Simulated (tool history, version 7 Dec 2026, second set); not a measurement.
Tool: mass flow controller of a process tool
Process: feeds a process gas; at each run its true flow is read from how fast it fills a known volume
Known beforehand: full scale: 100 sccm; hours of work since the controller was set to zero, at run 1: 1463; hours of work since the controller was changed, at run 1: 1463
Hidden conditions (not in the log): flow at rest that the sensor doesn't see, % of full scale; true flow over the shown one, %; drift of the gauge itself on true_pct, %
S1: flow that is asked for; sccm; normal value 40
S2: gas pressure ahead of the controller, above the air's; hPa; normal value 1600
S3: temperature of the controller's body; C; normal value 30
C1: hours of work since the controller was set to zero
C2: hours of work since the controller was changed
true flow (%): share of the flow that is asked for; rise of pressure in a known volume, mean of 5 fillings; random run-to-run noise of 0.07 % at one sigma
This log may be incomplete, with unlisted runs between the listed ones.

run 1 day=0.000 | S1=40 S2=1600 S3=30 | C1=1463 C2=1463 | true_flow_(%)=98.79
run 2 day=3.104 | S1=40 S2=1600 S3=30 | C1=1495 C2=1495 | true_flow_(%)=98.71
run 3 day=7.721 | S1=40 S2=1600 S3=24 | C1=1542 C2=1542 | true_flow_(%)=98.23
run 4 day=11.400 | S1=40 S2=1600 S3=24 | C1=1579 C2=1579 | true_flow_(%)=98.17
run 5 day=15.625 | S1=40 S2=1600 S3=30 | C1=1622 C2=1622 | true_flow_(%)=98.74
run 6 day=18.950 | S1=40 S2=1510 S3=30 | C1=1656 C2=1656 | true_flow_(%)=98.67
run 7 day=21.788 | S1=40 S2=1600 S3=30 | C1=1685 C2=1685 | true_flow_(%)=98.80
run 8 day=26.912 | S1=40 S2=1600 S3=30 | C1=1737 C2=1737 | true_flow_(%)=98.75
run 9 day=33.025 | S1=40 S2=1600 S3=30 | C1=1800 C2=1800 | true_flow_(%)=98.92
run 10 day=37.108 | S1=40 S2=1600 S3=30 | C1=1841 C2=1841 | true_flow_(%)=98.81
run 11 day=40.796 | S1=31 S2=2420 S3=27 | C1=1879 C2=1879 | true_flow_(%)=98.83
run 12 day=44.167 | S1=14 S2=1570 S3=21 | C1=1913 C2=1913 | true_flow_(%)=97.18
run 13 day=48.462 | S1=35 S2=1880 S3=22 | C1=1957 C2=1957 | true_flow_(%)=97.97
run 14 day=54.971 | S1=92 S2=2050 S3=21 | C1=2023 C2=2023 | true_flow_(%)=99.41
run 15 day=58.492 | S1=33 S2=2100 S3=39 | C1=2059 C2=2059 | true_flow_(%)=100.01
run 16 day=62.038 | S1=40 S2=2250 S3=30 | C1=2095 C2=2095 | true_flow_(%)=99.36
run 17 day=67.325 | S1=10 S2=1490 S3=32 | C1=2149 C2=2149 | true_flow_(%)=98.19
run 18 day=71.354 | S1=76 S2=1990 S3=25 | C1=2190 C2=2190 | true_flow_(%)=99.44
run 19 day=76.129 | S1=50 S2=1710 S3=20 | C1=2239 C2=2239 | true_flow_(%)=97.93

Here are 3 independent what-if runs from the current tool condition. What would each one return?
run A day=82.267 | S1=50 S2=1480 S3=20 | C1=2301 C2=2301 | true_flow_(%)=?
run B day=82.267 | S1=50 S2=1840 S3=20 | C1=2301 C2=2301 | true_flow_(%)=?
run C day=82.267 | S1=25 S2=1660 S3=21 | C1=2301 C2=2301 | true_flow_(%)=?

run=A true_flow_(%)=97.89
run=B true_flow_(%)=98.05
run=C true_flow_(%)=97.46
With no hidden state in the tool, these same runs would have given:
run=A true_flow_(%)=97.89
run=B true_flow_(%)=98.06
run=C true_flow_(%)=97.46

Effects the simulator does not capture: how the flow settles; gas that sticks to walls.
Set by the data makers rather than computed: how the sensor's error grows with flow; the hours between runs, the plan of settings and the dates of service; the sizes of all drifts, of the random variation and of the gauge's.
